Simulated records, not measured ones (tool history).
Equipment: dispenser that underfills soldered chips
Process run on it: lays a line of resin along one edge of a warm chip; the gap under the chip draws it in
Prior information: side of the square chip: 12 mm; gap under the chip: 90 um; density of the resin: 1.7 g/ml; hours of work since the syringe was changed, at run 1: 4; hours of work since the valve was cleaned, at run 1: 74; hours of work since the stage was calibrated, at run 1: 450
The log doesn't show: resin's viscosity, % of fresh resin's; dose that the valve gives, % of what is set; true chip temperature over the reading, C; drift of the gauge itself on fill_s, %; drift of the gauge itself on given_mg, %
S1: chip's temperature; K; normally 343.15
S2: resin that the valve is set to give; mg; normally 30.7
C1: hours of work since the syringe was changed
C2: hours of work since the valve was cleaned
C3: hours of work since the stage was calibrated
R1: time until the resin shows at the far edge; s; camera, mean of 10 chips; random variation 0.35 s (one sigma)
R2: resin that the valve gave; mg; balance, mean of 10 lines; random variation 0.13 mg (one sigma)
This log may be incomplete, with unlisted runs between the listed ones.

Run 1, hour 0: usual settings; C1 4; C2 74; C3 450. Result: R1 25 s, R2 28.7 mg.
Run 2, hour 6.5: usual settings; C1 9; C2 79; C3 455. Result: R1 32.8 s, R2 28.83 mg.
At hour 9.8: new syringe of resin.
Run 3, hour 15.9: usual settings; C1 5; C2 86; C3 462. Result: R1 25.5 s, R2 28.53 mg.
At hour 24.8: new syringe of resin.
Run 4, hour 31: usual settings but S2 36.5 mg; C1 5; C2 97; C3 474. Result: R1 25 s, R2 33.49 mg.
At hour 40.5: new syringe of resin.
Run 5, hour 43.1: usual settings but S1 352.15 K; C1 2; C2 106; C3 483. Result: R1 15 s, R2 28.06 mg.
Run 6, hour 53.7: usual settings but S1 352.15 K; C1 10; C2 115; C3 491. Result: R1 22.6 s, R2 27.77 mg.
At hour 55.4: new syringe of resin.
Run 7, hour 65.3: usual settings but S2 27.7 mg; C1 8; C2 123; C3 500. Result: R1 31.5 s, R2 24.98 mg.
At hour 70.3: new syringe of resin.
At hour 80.1: dispensing valve cleaned and set on the balance.
Run 8, hour 80.1: usual settings; C1 7; C2 0; C3 510. Result: R1 29 s, R2 30.71 mg.
At hour 86.5: new syringe of resin.
Run 9, hour 91.6: usual settings but S1 339.15 K, S2 39.7 mg; C1 4; C2 9; C3 519. Result: R1 30.3 s, R2 39.45 mg.
At hour 101.9: new syringe of resin.
Run 10, hour 103: usual settings but S1 339.15 K, S2 39.7 mg; C1 1; C2 17; C3 528. Result: R1 25.8 s, R2 39.38 mg.
Run 11, hour 109.1: usual settings but S1 339.15 K, S2 39.7 mg; C1 6; C2 22; C3 532. Result: R1 32.3 s, R2 39.26 mg.
At hour 116.5: new syringe of resin.
Run 12, hour 121.4: usual settings but S1 353.15 K, S2 27.4 mg; C1 4; C2 31; C3 542. Result: R1 15.8 s, R2 26.69 mg.

What does the tool deliver on the next run?
Run 13, hour 128.8: usual settings but S1 353.15 K, S2 27.4 mg; C1 10; C2 37; C3 547. Result: R1 ?, R2 ?.

Run 13 measured R1 21 s, R2 26.59 mg.
Had the tool carried no hidden state, the very same run would have given R1 10.8 s, R2 27.43 mg.
